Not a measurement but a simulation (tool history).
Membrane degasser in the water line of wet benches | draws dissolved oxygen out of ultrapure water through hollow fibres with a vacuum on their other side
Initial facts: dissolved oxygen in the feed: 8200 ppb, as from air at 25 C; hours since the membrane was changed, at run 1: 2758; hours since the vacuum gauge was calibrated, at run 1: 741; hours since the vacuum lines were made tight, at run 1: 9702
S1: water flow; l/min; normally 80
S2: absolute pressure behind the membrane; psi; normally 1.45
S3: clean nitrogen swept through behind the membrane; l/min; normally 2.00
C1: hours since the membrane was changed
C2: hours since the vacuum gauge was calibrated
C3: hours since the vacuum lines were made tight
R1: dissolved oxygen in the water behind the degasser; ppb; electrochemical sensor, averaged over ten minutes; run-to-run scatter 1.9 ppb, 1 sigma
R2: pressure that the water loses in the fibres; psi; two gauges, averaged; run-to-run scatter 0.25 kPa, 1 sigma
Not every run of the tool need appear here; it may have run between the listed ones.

{"run": 1, "hour": 0.0, "S1": 80, "S2": 1.45, "S3": 2.0, "C1": 2758, "C2": 741, "C3": 9702, "R1": 533.2, "R2": 9.923}
{"run": 2, "hour": 97.5, "S1": 80, "S2": 1.45, "S3": 2.0, "C1": 2856, "C2": 838, "C3": 9799, "R1": 532.4, "R2": 9.954}
{"run": 3, "hour": 170.8, "S1": 80, "S2": 1.45, "S3": 2.0, "C1": 2929, "C2": 911, "C3": 9873, "R1": 531.5, "R2": 9.858}
{"run": 4, "hour": 269.8, "S1": 80, "S2": 1.45, "S3": 2.0, "C1": 3028, "C2": 1010, "C3": 9972, "R1": 533.2, "R2": 9.932}
{"run": 5, "hour": 333.2, "S1": 80, "S2": 1.45, "S3": 0.82, "C1": 3092, "C2": 1074, "C3": 10035, "R1": 963.7, "R2": 9.879}
{"run": 6, "hour": 442.9, "S1": 89, "S2": 1.45, "S3": 2.0, "C1": 3201, "C2": 1183, "C3": 10145, "R1": 582.8, "R2": 11.016}
{"run": 7, "hour": 549.3, "S1": 89, "S2": 1.45, "S3": 2.0, "C1": 3308, "C2": 1290, "C3": 10251, "R1": 582.4, "R2": 10.965}
{"run": 8, "hour": 636.1, "S1": 89, "S2": 1.45, "S3": 2.0, "C1": 3394, "C2": 1377, "C3": 10338, "R1": 587.1, "R2": 11.003}
{"run": 9, "hour": 683.4, "S1": 89, "S2": 1.45, "S3": 2.0, "C1": 3442, "C2": 1424, "C3": 10385, "R1": 582.1, "R2": 11.034}
{"run": 10, "hour": 741.3, "S1": 89, "S2": 1.45, "S3": 2.0, "C1": 3500, "C2": 1482, "C3": 10443, "R1": 584.2, "R2": 11.04}
{"run": 11, "hour": 803.2, "S1": 89, "S2": 1.45, "S3": 2.0, "C1": 3562, "C2": 1544, "C3": 10505, "R1": 582.6, "R2": 11.033}
{"run": 12, "hour": 889.1, "S1": 89, "S2": 1.45, "S3": 2.0, "C1": 3647, "C2": 1630, "C3": 10591, "R1": 583.7, "R2": 11.119}
{"hour": 896.6, "done": "seals of the vacuum lines changed"}
{"run": 13, "hour": 989.1, "S1": 89, "S2": 1.45, "S3": 2.0, "C1": 3745, "C2": 1728, "C3": 93, "R1": 586.6, "R2": 11.04}
{"run": 14, "hour": 1071.7, "S1": 89, "S2": 1.45, "S3": 2.0, "C1": 3828, "C2": 1810, "C3": 175, "R1": 585.1, "R2": 11.005}
{"hour": 1082.0, "done": "vacuum gauge calibrated"}
{"run": 15, "hour": 1178.9, "S1": 74, "S2": 1.45, "S3": 2.0, "C1": 3935, "C2": 97, "C3": 282, "R1": 501.1, "R2": 9.251}
{"run": 16, "hour": 1250.4, "S1": 80, "S2": 1.45, "S3": 2.0, "C1": 4006, "C2": 168, "C3": 353, "R1": 535.3, "R2": 9.971}
{"run": 17, "hour": 1336.4, "S1": 80, "S2": 1.45, "S3": 2.0, "C1": 4092, "C2": 254, "C3": 439, "R1": 540.3, "R2": 9.95}
{"hour": 1396.0, "done": "vacuum gauge calibrated, once more"}
{"run": 18, "hour": 1411.3, "S1": 80, "S2": 1.45, "S3": 2.0, "C1": 4167, "C2": 15, "C3": 514, "R1": 534.9, "R2": 9.997}
{"run": 19, "hour": 1519.0, "S1": 115, "S2": 2.0, "S3": 2.34, "C1": 4274, "C2": 123, "C3": 621, "R1": 961.2, "R2": 14.234}
{"run": 20, "hour": 1591.3, "S1": 117, "S2": 2.97, "S3": 2.17, "C1": 4347, "C2": 195, "C3": 694, "R1": 1544.3, "R2": 14.588}
{"run": 21, "hour": 1641.1, "S1": 120, "S2": 1.68, "S3": 2.17, "C1": 4396, "C2": 245, "C3": 744, "R1": 855.8, "R2": 15.038}
{"run": 22, "hour": 1731.5, "S1": 80, "S2": 1.45, "S3": 0.87, "C1": 4487, "C2": 335, "C3": 834, "R1": 940.8, "R2": 10.002}
{"run": 23, "hour": 1783.6, "S1": 61, "S2": 1.2, "S3": 3.96, "C1": 4539, "C2": 388, "C3": 886, "R1": 182.9, "R2": 7.635}
{"run": 24, "hour": 1870.2, "S1": 61, "S2": 1.22, "S3": 1.83, "C1": 4626, "C2": 474, "C3": 973, "R1": 358.4, "R2": 7.646}
{"run": 25, "hour": 1944.7, "S1": 88, "S2": 0.9, "S3": 3.12, "C1": 4700, "C2": 549, "C3": 1047, "R1": 199.9, "R2": 10.972}
{"run": 26, "hour": 2039.6, "S1": 63, "S2": 1.25, "S3": 2.49, "C1": 4795, "C2": 644, "C3": 1142, "R1": 297.1, "R2": 7.945}
{"run": 27, "hour": 2141.2, "S1": 63, "S2": 1.25, "S3": 2.49, "C1": 4897, "C2": 745, "C3": 1244, "R1": 295.8, "R2": 7.867}
{"run": 28, "hour": 2192.9, "S1": 80, "S2": 3.0, "S3": 1.94, "C1": 4948, "C2": 797, "C3": 1295, "R1": 1268.2, "R2": 10.05}
{"run": 29, "hour": 2262.0, "S1": 80, "S2": 1.93, "S3": 2.0, "C1": 5017, "C2": 866, "C3": 1364, "R1": 763.2, "R2": 9.983}
{"run": 30, "hour": 2349.9, "S1": 105, "S2": 2.47, "S3": 1.02, "C1": 5105, "C2": 954, "C3": 1452, "R1": 1873.4, "R2": 13.107}
{"run": 31, "hour": 2404.9, "S1": 105, "S2": 2.47, "S3": 1.02, "C1": 5160, "C2": 1009, "C3": 1507, "R1": 1874.5, "R2": 13.126}
{"run": 32, "hour": 2467.1, "S1": 64, "S2": 2.81, "S3": 2.05, "C1": 5222, "C2": 1071, "C3": 1569, "R1": 967.6, "R2": 8.044}

For each entry between runs, how does the tool's hidden state at the last listed run before it compare with that at the first listed run after it?
In the gap between runs 12 and 13: seals of the vacuum lines changed (hour 896.6)
  air that leaks in behind the membrane, l/min: 0.0297 -> 0.0035
  measured value less the no-hidden-state value, R1: +7.3 -> +7.7 ppb; R2: +0.145 -> +0.148 psi
In the gap between runs 14 and 15: vacuum gauge calibrated (hour 1082.0)
  true pressure behind the membrane over the reading, kPa: 0.08 -> 0.1; air that leaks in behind the membrane, l/min: 0.0037 -> 0.004
  measured value less the no-hidden-state value, R1: +8.0 -> +7.9 ppb; R2: +0.151 -> +0.131 psi
In the gap between runs 17 and 18: vacuum gauge calibrated, once more (hour 1396.0)
  true pressure behind the membrane over the reading, kPa: 0.11 -> 0.07; air that leaks in behind the membrane, l/min: 0.0044 -> 0.0045
  measured value less the no-hidden-state value, R1: +9.1 -> +6.1 ppb; R2: +0.145 -> +0.149 psi

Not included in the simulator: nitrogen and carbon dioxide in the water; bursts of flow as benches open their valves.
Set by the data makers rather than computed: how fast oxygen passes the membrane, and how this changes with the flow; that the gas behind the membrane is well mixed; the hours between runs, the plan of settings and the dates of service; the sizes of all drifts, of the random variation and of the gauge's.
